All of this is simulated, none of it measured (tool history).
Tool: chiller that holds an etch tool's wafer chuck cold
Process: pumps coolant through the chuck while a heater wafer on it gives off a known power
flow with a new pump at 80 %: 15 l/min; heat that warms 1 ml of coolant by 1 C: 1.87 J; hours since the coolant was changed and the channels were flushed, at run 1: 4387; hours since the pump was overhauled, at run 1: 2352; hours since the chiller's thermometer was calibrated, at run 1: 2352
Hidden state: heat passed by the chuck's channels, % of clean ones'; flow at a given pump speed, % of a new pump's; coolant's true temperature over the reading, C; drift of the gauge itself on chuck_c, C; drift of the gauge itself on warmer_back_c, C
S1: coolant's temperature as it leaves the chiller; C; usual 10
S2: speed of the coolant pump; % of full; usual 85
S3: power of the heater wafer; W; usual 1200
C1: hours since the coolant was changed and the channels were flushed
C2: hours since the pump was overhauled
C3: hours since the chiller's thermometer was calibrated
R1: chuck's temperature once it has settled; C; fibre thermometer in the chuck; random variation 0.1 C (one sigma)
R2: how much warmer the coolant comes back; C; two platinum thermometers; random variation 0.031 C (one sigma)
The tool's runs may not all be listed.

run	hour	S1	S2	S3	C1	C2	C3	R1	R2
1	0.0	10	85	1200	4387	2352	2352	19.0	2.49
2	109.5	10	85	1200	4496	2461	2461	19.0	2.46
3	217.5	10	85	1200	4604	2569	2569	19.1	2.42
4	273.5	10	87	1200	4660	2625	2625	18.9	2.42
5	340.2	10	85	1200	4727	2692	2692	19.0	2.44
6	451.0	10	85	1200	4838	2803	2803	19.1	2.48
7	521.8	10	85	1200	4909	2873	2873	19.2	2.48
8	592.7	10	87	1200	4979	2944	2944	19.1	2.45
9	699.0	10	87	1200	5086	3051	3051	19.0	2.40
10	814.9	10	85	1200	5202	3166	3166	19.3	2.44
11	877.9	10	85	1200	5265	3229	3229	19.3	2.47
# hour 902.9: chiller's thermometer calibrated
12	949.5	10	85	1200	5335	3300	47	19.0	2.50
13	1039.7	10	85	1200	5425	3390	137	19.2	2.52
14	1114.2	18	85	1200	5500	3465	211	27.3	2.46
15	1236.1	10	72	1200	5622	3587	333	20.7	3.01
16	1342.2	10	72	1200	5728	3693	439	21.0	3.05
17	1410.5	7	74	1200	5796	3761	508	17.6	2.96
18	1466.8	7	74	1200	5853	3817	564	17.6	2.91
19	1573.2	10	72	1566	5959	3924	670	24.1	3.93
20	1687.3	10	72	1566	6073	4038	784	24.4	3.88
21	1771.2	2	61	1293	6157	4122	868	15.9	3.87
22	1832.0	2	61	1293	6218	4183	929	16.1	3.85
23	1884.2	3	62	1368	6270	4235	981	17.6	4.02
24	1966.1	3	64	1368	6352	4317	1063	17.1	3.89
25	2041.1	8	61	848	6427	4392	1138	17.2	2.56
26	2161.1	3	67	1542	6547	4512	1258	18.5	4.12
27	2214.1	4	61	1385	6600	4565	1311	19.1	4.16
28	2320.3	10	82	1200	6706	4671	1417	19.7	2.60
29	2442.8	13	63	1562	6829	4793	1540	29.8	4.58
30	2558.6	18	92	1199	6944	4909	1656	26.9	2.32
31	2657.1	18	92	1231	7043	5008	1754	27.2	2.42
32	2753.5	1	92	1231	7139	5104	1851	10.3	2.37

Forecast each of these 3 alternatives for the next run:
A	2823.3	13	85	1383	7209	5174	1920	?	?
B	2823.3	11	92	861	7209	5174	1920	?	?
C	2823.3	20	68	1210	7209	5174	1920	?	?

run	R1	R2
A	24.2	2.95
B	17.6	1.68
C	32.3	3.27
Without the tool's hidden state the same runs would have given:
run	R1	R2
A	22.3	2.81
B	16.5	1.60
C	30.2	3.11
